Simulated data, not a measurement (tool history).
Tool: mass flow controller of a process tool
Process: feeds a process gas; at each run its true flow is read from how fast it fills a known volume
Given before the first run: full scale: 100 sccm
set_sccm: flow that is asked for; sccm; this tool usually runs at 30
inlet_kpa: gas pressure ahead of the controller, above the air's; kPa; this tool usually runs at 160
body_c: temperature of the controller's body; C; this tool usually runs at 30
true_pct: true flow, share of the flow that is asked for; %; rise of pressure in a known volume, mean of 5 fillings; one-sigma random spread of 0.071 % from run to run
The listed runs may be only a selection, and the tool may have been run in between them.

{"run": 1, "hour": 0.0, "set_sccm": 30, "inlet_kpa": 160, "body_c": 30, "true_pct": 100.34}
{"run": 2, "hour": 166.4, "set_sccm": 30, "inlet_kpa": 160, "body_c": 30, "true_pct": 100.31}
{"run": 3, "hour": 423.6, "set_sccm": 30, "inlet_kpa": 160, "body_c": 33, "true_pct": 100.82}
{"run": 4, "hour": 575.7, "set_sccm": 30, "inlet_kpa": 160, "body_c": 33, "true_pct": 100.73}
{"run": 5, "hour": 730.1, "set_sccm": 30, "inlet_kpa": 160, "body_c": 33, "true_pct": 100.81}
{"run": 6, "hour": 884.7, "set_sccm": 30, "inlet_kpa": 160, "body_c": 30, "true_pct": 100.31}
{"run": 7, "hour": 1134.3, "set_sccm": 61, "inlet_kpa": 160, "body_c": 30, "true_pct": 100.44}
{"run": 8, "hour": 1263.5, "set_sccm": 61, "inlet_kpa": 144, "body_c": 30, "true_pct": 100.55}
{"run": 9, "hour": 1521.0, "set_sccm": 61, "inlet_kpa": 144, "body_c": 30, "true_pct": 100.48}
{"run": 10, "hour": 1692.2, "set_sccm": 30, "inlet_kpa": 160, "body_c": 30, "true_pct": 100.33}
{"run": 11, "hour": 1832.7, "set_sccm": 10, "inlet_kpa": 160, "body_c": 30, "true_pct": 100.25}
{"run": 12, "hour": 2054.5, "set_sccm": 30, "inlet_kpa": 209, "body_c": 30, "true_pct": 100.14}
{"run": 13, "hour": 2309.4, "set_sccm": 30, "inlet_kpa": 261, "body_c": 30, "true_pct": 100.16}
{"run": 14, "hour": 2423.1, "set_sccm": 12, "inlet_kpa": 195, "body_c": 39, "true_pct": 101.03}
{"run": 15, "hour": 2650.9, "set_sccm": 36, "inlet_kpa": 160, "body_c": 26, "true_pct": 99.98}
{"run": 16, "hour": 2844.3, "set_sccm": 36, "inlet_kpa": 160, "body_c": 26, "true_pct": 99.84}
{"run": 17, "hour": 3010.5, "set_sccm": 36, "inlet_kpa": 160, "body_c": 26, "true_pct": 99.92}
{"run": 18, "hour": 3231.0, "set_sccm": 36, "inlet_kpa": 160, "body_c": 26, "true_pct": 100.06}
{"run": 19, "hour": 3396.3, "set_sccm": 54, "inlet_kpa": 168, "body_c": 35, "true_pct": 100.99}
{"run": 20, "hour": 3513.2, "set_sccm": 36, "inlet_kpa": 258, "body_c": 35, "true_pct": 100.58}
{"run": 21, "hour": 3640.3, "set_sccm": 11, "inlet_kpa": 221, "body_c": 40, "true_pct": 101.13}

Consider 4 possible next runs. They are alternatives, not a sequence: every one starts from the tool as it was left by run 21. What does each give?
{"run": "A", "hour": 3848.0, "set_sccm": 30, "inlet_kpa": 160, "body_c": 30, "true_pct": "?"}
{"run": "B", "hour": 3848.0, "set_sccm": 40, "inlet_kpa": 173, "body_c": 29, "true_pct": "?"}
{"run": "C", "hour": 3848.0, "set_sccm": 30, "inlet_kpa": 160, "body_c": 27, "true_pct": "?"}
{"run": "D", "hour": 3848.0, "set_sccm": 36, "inlet_kpa": 200, "body_c": 20, "true_pct": "?"}

run=A true_pct=100.26
run=B true_pct=100.25
run=C true_pct=100.11
run=D true_pct=99.23
Take away the tool's hidden state, keep each run's random variation, and the runs would have read:
run=A true_pct=100.24
run=B true_pct=100.24
run=C true_pct=100.09
run=D true_pct=99.22

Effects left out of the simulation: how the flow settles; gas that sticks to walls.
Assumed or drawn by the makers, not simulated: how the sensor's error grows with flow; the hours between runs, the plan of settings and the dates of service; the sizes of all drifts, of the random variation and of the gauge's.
